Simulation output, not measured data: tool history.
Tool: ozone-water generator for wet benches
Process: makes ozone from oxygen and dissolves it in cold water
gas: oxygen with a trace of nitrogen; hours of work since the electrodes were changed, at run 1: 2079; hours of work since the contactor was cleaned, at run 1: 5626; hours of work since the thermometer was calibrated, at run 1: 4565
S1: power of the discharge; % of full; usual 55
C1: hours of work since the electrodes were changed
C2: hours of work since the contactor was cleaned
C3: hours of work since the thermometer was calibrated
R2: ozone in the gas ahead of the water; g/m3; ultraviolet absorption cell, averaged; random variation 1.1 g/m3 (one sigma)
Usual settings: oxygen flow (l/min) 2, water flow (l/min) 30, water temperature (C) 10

{"run": 1, "hour": 0.0, "S1": 55, "oxygen flow (l/min)": 2, "water flow (l/min)": 30, "water temperature (C)": 10, "C1": 2079, "C2": 5626, "C3": 4565, "dissolved ozone (ppm)": 8.1, "R2": 190}
{"run": 2, "hour": 65.0, "S1": 55, "oxygen flow (l/min)": 2, "water flow (l/min)": 21, "water temperature (C)": 10, "C1": 2138, "C2": 5686, "C3": 4624, "dissolved ozone (ppm)": 12.1, "R2": 190.5}
{"run": 3, "hour": 142.9, "S1": 55, "oxygen flow (l/min)": 2, "water flow (l/min)": 30, "water temperature (C)": 10, "C1": 2210, "C2": 5757, "C3": 4696, "dissolved ozone (ppm)": 8, "R2": 189.6}
{"run": 4, "hour": 217.5, "S1": 55, "oxygen flow (l/min)": 2, "water flow (l/min)": 30, "water temperature (C)": 10, "C1": 2278, "C2": 5825, "C3": 4764, "dissolved ozone (ppm)": 8.1, "R2": 189.1}
{"hour": 225.1, "done": "contactor cleaned"}
{"run": 5, "hour": 279.9, "S1": 55, "oxygen flow (l/min)": 2, "water flow (l/min)": 30, "water temperature (C)": 10, "C1": 2332, "C2": 50, "C3": 4818, "dissolved ozone (ppm)": 8.1, "R2": 190.5}
{"run": 6, "hour": 350.0, "S1": 55, "oxygen flow (l/min)": 2, "water flow (l/min)": 26, "water temperature (C)": 10, "C1": 2396, "C2": 115, "C3": 4882, "dissolved ozone (ppm)": 9.3, "R2": 191}
{"run": 7, "hour": 399.9, "S1": 55, "oxygen flow (l/min)": 2, "water flow (l/min)": 30, "water temperature (C)": 10, "C1": 2442, "C2": 160, "C3": 4928, "dissolved ozone (ppm)": 7.9, "R2": 190.5}
{"run": 8, "hour": 446.1, "S1": 55, "oxygen flow (l/min)": 2.28, "water flow (l/min)": 30, "water temperature (C)": 10, "C1": 2484, "C2": 203, "C3": 4970, "dissolved ozone (ppm)": 8.6, "R2": 181.6}
{"run": 9, "hour": 491.5, "S1": 55, "oxygen flow (l/min)": 2.28, "water flow (l/min)": 30, "water temperature (C)": 10, "C1": 2526, "C2": 244, "C3": 5012, "dissolved ozone (ppm)": 8.6, "R2": 183}
{"run": 10, "hour": 524.6, "S1": 55, "oxygen flow (l/min)": 2.28, "water flow (l/min)": 30, "water temperature (C)": 10, "C1": 2556, "C2": 275, "C3": 5042, "dissolved ozone (ppm)": 8.6, "R2": 182.6}

The next listed run, before its measurement:
{"hour": 569.6, "done": "contactor cleaned, once more"}
{"run": 11, "hour": 606.0, "S1": 55, "oxygen flow (l/min)": 2.28, "water flow (l/min)": 30, "water temperature (C)": 10, "C1": 2627, "C2": 33, "C3": 5113, "dissolved ozone (ppm)": "?", "R2": "?"}

dissolved ozone (ppm): 9
R2: 181.6 g/m3
Without the tool's hidden state the same run would have given dissolved ozone (ppm) 9.5, R2 190.5 g/m3.

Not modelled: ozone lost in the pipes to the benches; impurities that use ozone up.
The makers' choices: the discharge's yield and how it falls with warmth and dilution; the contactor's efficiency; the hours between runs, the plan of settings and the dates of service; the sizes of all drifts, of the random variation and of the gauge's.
